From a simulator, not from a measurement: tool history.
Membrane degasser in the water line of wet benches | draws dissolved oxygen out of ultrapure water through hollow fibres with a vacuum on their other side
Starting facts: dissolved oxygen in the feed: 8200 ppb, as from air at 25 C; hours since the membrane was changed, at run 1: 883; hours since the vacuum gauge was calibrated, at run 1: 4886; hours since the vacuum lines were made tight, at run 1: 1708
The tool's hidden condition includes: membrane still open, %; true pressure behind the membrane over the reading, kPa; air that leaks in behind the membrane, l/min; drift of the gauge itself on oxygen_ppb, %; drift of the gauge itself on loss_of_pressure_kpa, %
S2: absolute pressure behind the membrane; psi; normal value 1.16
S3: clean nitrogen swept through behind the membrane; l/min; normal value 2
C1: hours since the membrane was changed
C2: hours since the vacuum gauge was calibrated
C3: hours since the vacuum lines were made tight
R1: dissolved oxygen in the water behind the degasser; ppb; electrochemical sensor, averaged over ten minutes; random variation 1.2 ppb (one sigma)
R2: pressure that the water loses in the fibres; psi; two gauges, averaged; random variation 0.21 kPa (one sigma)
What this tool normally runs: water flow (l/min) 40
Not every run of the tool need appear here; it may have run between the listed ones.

Run 1, day 0: usual settings; C1 883; C2 4886; C3 1708. Result: R1 214.2 ppb, R2 7.03 psi.
Run 2, day 1.796: usual settings but water flow (l/min) 46; C1 926; C2 4929; C3 1751. Result: R1 239.3 ppb, R2 8.038 psi.
Run 3, day 3.446: usual settings but water flow (l/min) 46; C1 966; C2 4969; C3 1790. Result: R1 239.9 ppb, R2 8.058 psi.
Run 4, day 6.042: usual settings but water flow (l/min) 46; C1 1028; C2 5031; C3 1853. Result: R1 239.7 ppb, R2 8.07 psi.
Run 5, day 9.462: usual settings but water flow (l/min) 46, S2 0.88 psi; C1 1110; C2 5113; C3 1935. Result: R1 147.2 ppb, R2 8.084 psi.
Run 6, day 12.95: usual settings but water flow (l/min) 46, S2 0.88 psi; C1 1194; C2 5197; C3 2018. Result: R1 145.4 ppb, R2 8.076 psi.
Run 7, day 15.221: usual settings but water flow (l/min) 46, S2 0.88 psi; C1 1248; C2 5251; C3 2073. Result: R1 147.1 ppb, R2 8.112 psi.
Run 8, day 17.4: usual settings but water flow (l/min) 46, S2 0.88 psi; C1 1301; C2 5304; C3 2125. Result: R1 146.7 ppb, R2 8.09 psi.
Run 9, day 19.108: usual settings but water flow (l/min) 46, S2 0.88 psi, S3 1.13 l/min; C1 1342; C2 5345; C3 2166. Result: R1 230.2 ppb, R2 8.07 psi.
Run 10, day 20.858: usual settings but water flow (l/min) 46, S2 0.88 psi, S3 1.13 l/min; C1 1384; C2 5387; C3 2208. Result: R1 232.6 ppb, R2 8.039 psi.
At day 22.496: vacuum gauge calibrated.
Run 11, day 23.521: usual settings but S2 2.08 psi; C1 1447; C2 25; C3 2272. Result: R1 470.9 ppb, R2 6.997 psi.
Run 12, day 26.429: usual settings but S2 2.08 psi; C1 1517; C2 94; C3 2341. Result: R1 473.6 ppb, R2 7.001 psi.
Run 13, day 28.821: usual settings but S2 2.08 psi; C1 1574; C2 152; C3 2399. Result: R1 472.5 ppb, R2 6.984 psi.
Run 14, day 31.029: usual settings but S2 2.08 psi; C1 1627; C2 205; C3 2452. Result: R1 477.9 ppb, R2 6.991 psi.
Run 15, day 34.179: usual settings; C1 1703; C2 280; C3 2527. Result: R1 210.4 ppb, R2 7.021 psi.
Run 16, day 36.383: usual settings; C1 1756; C2 333; C3 2580. Result: R1 209 ppb, R2 7.01 psi.
Run 17, day 38.717: usual settings but S2 1.581 psi; C1 1812; C2 389; C3 2636. Result: R1 334.4 ppb, R2 6.982 psi.
Run 18, day 42.129: usual settings but water flow (l/min) 57; C1 1894; C2 471; C3 2718. Result: R1 293.7 ppb, R2 9.968 psi.
Run 19, day 45.175: usual settings but water flow (l/min) 57; C1 1967; C2 544; C3 2791. Result: R1 293.7 ppb, R2 9.961 psi.
Run 20, day 47.129: usual settings but water flow (l/min) 24, S2 1.455 psi, S3 2.35 l/min; C1 2014; C2 591; C3 2838. Result: R1 161 ppb, R2 4.234 psi.
Run 21, day 50.296: usual settings but water flow (l/min) 24, S2 1.455 psi, S3 2.35 l/min; C1 2090; C2 667; C3 2914. Result: R1 163.4 ppb, R2 4.19 psi.
Run 22, day 51.771: usual settings but water flow (l/min) 31, S2 1.052 psi, S3 4.07 l/min; C1 2125; C2 703; C3 2950. Result: R1 73.5 ppb, R2 5.42 psi.
Run 23, day 55.308: usual settings but water flow (l/min) 26; C1 2210; C2 788; C3 3034. Result: R1 142.6 ppb, R2 4.553 psi.
Run 24, day 57.525: usual settings but water flow (l/min) 26; C1 2263; C2 841; C3 3088. Result: R1 142.6 ppb, R2 4.492 psi.
Run 25, day 59.112: usual settings but water flow (l/min) 62; C1 2301; C2 879; C3 3126. Result: R1 314.4 ppb, R2 10.884 psi.
Run 26, day 61.921: usual settings but water flow (l/min) 30, S2 1.68 psi, S3 4.39 l/min; C1 2369; C2 946; C3 3193. Result: R1 136.6 ppb, R2 5.291 psi.
Run 27, day 65.329: usual settings but water flow (l/min) 30, S2 1.68 psi, S3 4.39 l/min; C1 2450; C2 1028; C3 3275. Result: R1 137.3 ppb, R2 5.258 psi.
Run 28, day 67.621: usual settings but water flow (l/min) 44, S2 1.301 psi; C1 2505; C2 1083; C3 3330. Result: R1 274.2 ppb, R2 7.678 psi.
Run 29, day 69.862: usual settings but water flow (l/min) 30, S2 1.301 psi; C1 2559; C2 1137; C3 3384. Result: R1 194.3 ppb, R2 5.271 psi.
Run 30, day 73.383: usual settings but water flow (l/min) 54, S2 1.301 psi, S3 4.92 l/min; C1 2644; C2 1221; C3 3468. Result: R1 154.2 ppb, R2 9.474 psi.
Run 31, day 76.958: usual settings but water flow (l/min) 59, S2 1.962 psi, S3 5.51 l/min; C1 2729; C2 1307; C3 3554. Result: R1 265.5 ppb, R2 10.312 psi.

Across each entry between runs, compare the hidden state at the last listed run before it with the hidden state at the first listed run after it:
From run 10 to run 11: vacuum gauge calibrated (day 22.496)
  nothing in the hidden state changes from one run to the other

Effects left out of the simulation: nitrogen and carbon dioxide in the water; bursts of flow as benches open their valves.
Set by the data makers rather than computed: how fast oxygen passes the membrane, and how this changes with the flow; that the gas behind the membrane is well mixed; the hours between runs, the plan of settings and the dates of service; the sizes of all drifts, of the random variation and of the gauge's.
